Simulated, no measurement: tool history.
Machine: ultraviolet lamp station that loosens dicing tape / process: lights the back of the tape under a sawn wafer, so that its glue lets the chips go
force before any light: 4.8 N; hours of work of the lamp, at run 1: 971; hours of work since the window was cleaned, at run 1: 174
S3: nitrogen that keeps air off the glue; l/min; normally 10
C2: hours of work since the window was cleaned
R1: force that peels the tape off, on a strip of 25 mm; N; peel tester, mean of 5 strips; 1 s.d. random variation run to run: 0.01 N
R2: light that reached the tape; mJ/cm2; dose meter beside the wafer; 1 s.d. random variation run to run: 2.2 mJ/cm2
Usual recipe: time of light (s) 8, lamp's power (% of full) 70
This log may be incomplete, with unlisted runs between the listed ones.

{"run": 1, "hour": 0.0, "time of light (s)": 8, "lamp's power (% of full)": 70, "S3": 10, "hours of work of the lamp": 971, "C2": 174, "R1": 0.905, "R2": 135}
{"run": 2, "hour": 45.9, "time of light (s)": 8, "lamp's power (% of full)": 70, "S3": 10, "hours of work of the lamp": 999, "C2": 202, "R1": 0.926, "R2": 133}
{"run": 3, "hour": 95.4, "time of light (s)": 8, "lamp's power (% of full)": 70, "S3": 10, "hours of work of the lamp": 1029, "C2": 232, "R1": 0.986, "R2": 128}
{"hour": 116.2, "done": "window cleaned of glue's vapour"}
{"run": 4, "hour": 140.8, "time of light (s)": 8, "lamp's power (% of full)": 70, "S3": 7, "hours of work of the lamp": 1056, "C2": 15, "R1": 1.016, "R2": 143}
{"hour": 151.9, "done": "lamp changed"}
{"run": 5, "hour": 176.3, "time of light (s)": 8, "lamp's power (% of full)": 70, "S3": 7, "hours of work of the lamp": 15, "C2": 36, "R1": 0.554, "R2": 192}
{"run": 6, "hour": 234.8, "time of light (s)": 8, "lamp's power (% of full)": 70, "S3": 7, "hours of work of the lamp": 50, "C2": 71, "R1": 0.574, "R2": 190}
{"run": 7, "hour": 282.1, "time of light (s)": 8, "lamp's power (% of full)": 70, "S3": 4, "hours of work of the lamp": 78, "C2": 99, "R1": 0.785, "R2": 186}
{"run": 8, "hour": 325.8, "time of light (s)": 8, "lamp's power (% of full)": 70, "S3": 4, "hours of work of the lamp": 105, "C2": 125, "R1": 0.829, "R2": 185}
{"run": 9, "hour": 349.6, "time of light (s)": 8, "lamp's power (% of full)": 70, "S3": 4, "hours of work of the lamp": 119, "C2": 140, "R1": 0.827, "R2": 184}
{"run": 10, "hour": 391.6, "time of light (s)": 8, "lamp's power (% of full)": 70, "S3": 4, "hours of work of the lamp": 144, "C2": 165, "R1": 0.856, "R2": 178}
{"run": 11, "hour": 445.6, "time of light (s)": 8, "lamp's power (% of full)": 70, "S3": 4, "hours of work of the lamp": 177, "C2": 197, "R1": 0.867, "R2": 175}
{"run": 12, "hour": 489.1, "time of light (s)": 8, "lamp's power (% of full)": 70, "S3": 10, "hours of work of the lamp": 203, "C2": 224, "R1": 0.603, "R2": 173}
{"hour": 524.0, "done": "window cleaned of glue's vapour"}
{"run": 13, "hour": 533.8, "time of light (s)": 8, "lamp's power (% of full)": 70, "S3": 10, "hours of work of the lamp": 229, "C2": 6, "R1": 0.5, "R2": 184}
{"run": 14, "hour": 590.1, "time of light (s)": 8, "lamp's power (% of full)": 88, "S3": 10, "hours of work of the lamp": 263, "C2": 40, "R1": 0.337, "R2": 227}
{"run": 15, "hour": 636.3, "time of light (s)": 8, "lamp's power (% of full)": 88, "S3": 10, "hours of work of the lamp": 291, "C2": 68, "R1": 0.332, "R2": 226}
{"run": 16, "hour": 682.8, "time of light (s)": 4, "lamp's power (% of full)": 88, "S3": 5, "hours of work of the lamp": 319, "C2": 95, "R1": 1.542, "R2": 108}
{"run": 17, "hour": 721.5, "time of light (s)": 8, "lamp's power (% of full)": 70, "S3": 10, "hours of work of the lamp": 342, "C2": 119, "R1": 0.59, "R2": 171}
{"run": 18, "hour": 780.6, "time of light (s)": 8, "lamp's power (% of full)": 70, "S3": 10, "hours of work of the lamp": 378, "C2": 154, "R1": 0.621, "R2": 173}
{"run": 19, "hour": 805.7, "time of light (s)": 8, "lamp's power (% of full)": 70, "S3": 10, "hours of work of the lamp": 393, "C2": 169, "R1": 0.621, "R2": 168}
{"run": 20, "hour": 831.7, "time of light (s)": 6, "lamp's power (% of full)": 70, "S3": 10, "hours of work of the lamp": 408, "C2": 185, "R1": 1.003, "R2": 126}
{"run": 21, "hour": 857.1, "time of light (s)": 15, "lamp's power (% of full)": 98, "S3": 13, "hours of work of the lamp": 424, "C2": 200, "R1": 0.073, "R2": 431}
{"run": 22, "hour": 904.1, "time of light (s)": 15, "lamp's power (% of full)": 98, "S3": 13, "hours of work of the lamp": 452, "C2": 229, "R1": 0.061, "R2": 423}
{"hour": 930.6, "done": "window cleaned of glue's vapour"}
{"run": 23, "hour": 947.4, "time of light (s)": 8, "lamp's power (% of full)": 70, "S3": 10, "hours of work of the lamp": 478, "C2": 10, "R1": 0.589, "R2": 173}
{"run": 24, "hour": 1005.3, "time of light (s)": 8, "lamp's power (% of full)": 70, "S3": 10, "hours of work of the lamp": 512, "C2": 45, "R1": 0.625, "R2": 167}
{"run": 25, "hour": 1037.7, "time of light (s)": 7, "lamp's power (% of full)": 70, "S3": 10, "hours of work of the lamp": 532, "C2": 64, "R1": 0.815, "R2": 150}
{"run": 26, "hour": 1064.7, "time of light (s)": 10, "lamp's power (% of full)": 73, "S3": 12, "hours of work of the lamp": 548, "C2": 81, "R1": 0.349, "R2": 214}
{"run": 27, "hour": 1090.0, "time of light (s)": 12, "lamp's power (% of full)": 69, "S3": 12, "hours of work of the lamp": 563, "C2": 96, "R1": 0.251, "R2": 245}
{"run": 28, "hour": 1138.1, "time of light (s)": 8, "lamp's power (% of full)": 90, "S3": 10, "hours of work of the lamp": 592, "C2": 125, "R1": 0.411, "R2": 207}
{"run": 29, "hour": 1176.2, "time of light (s)": 8, "lamp's power (% of full)": 63, "S3": 6, "hours of work of the lamp": 615, "C2": 148, "R1": 1.03, "R2": 142}
{"run": 30, "hour": 1219.5, "time of light (s)": 8, "lamp's power (% of full)": 64, "S3": 10, "hours of work of the lamp": 641, "C2": 174, "R1": 0.805, "R2": 140}

Each row is a separate what-if for the run after 30, all from the same tool condition, not one after another. Results?
{"run": "A", "hour": 1247.9, "time of light (s)": 6, "lamp's power (% of full)": 70, "S3": 10, "hours of work of the lamp": 658, "C2": 191, "R1": "?", "R2": "?"}
{"run": "B", "hour": 1247.9, "time of light (s)": 10, "lamp's power (% of full)": 96, "S3": 5, "hours of work of the lamp": 658, "C2": 191, "R1": "?", "R2": "?"}
{"run": "C", "hour": 1247.9, "time of light (s)": 8, "lamp's power (% of full)": 66, "S3": 11, "hours of work of the lamp": 658, "C2": 191, "R1": "?", "R2": "?"}
{"run": "D", "hour": 1247.9, "time of light (s)": 8, "lamp's power (% of full)": 64, "S3": 7, "hours of work of the lamp": 658, "C2": 191, "R1": "?", "R2": "?"}

run=A R1=1.107 R2=115
run=B R1=0.327 R2=266
run=C R1=0.775 R2=147
run=D R1=0.965 R2=139
Take away the tool's hidden state, keep each run's random variation, and the runs would have read:
run=A R1=0.760 R2=146
run=B R1=0.180 R2=337
run=C R1=0.490 R2=187
run=D R1=0.638 R2=177
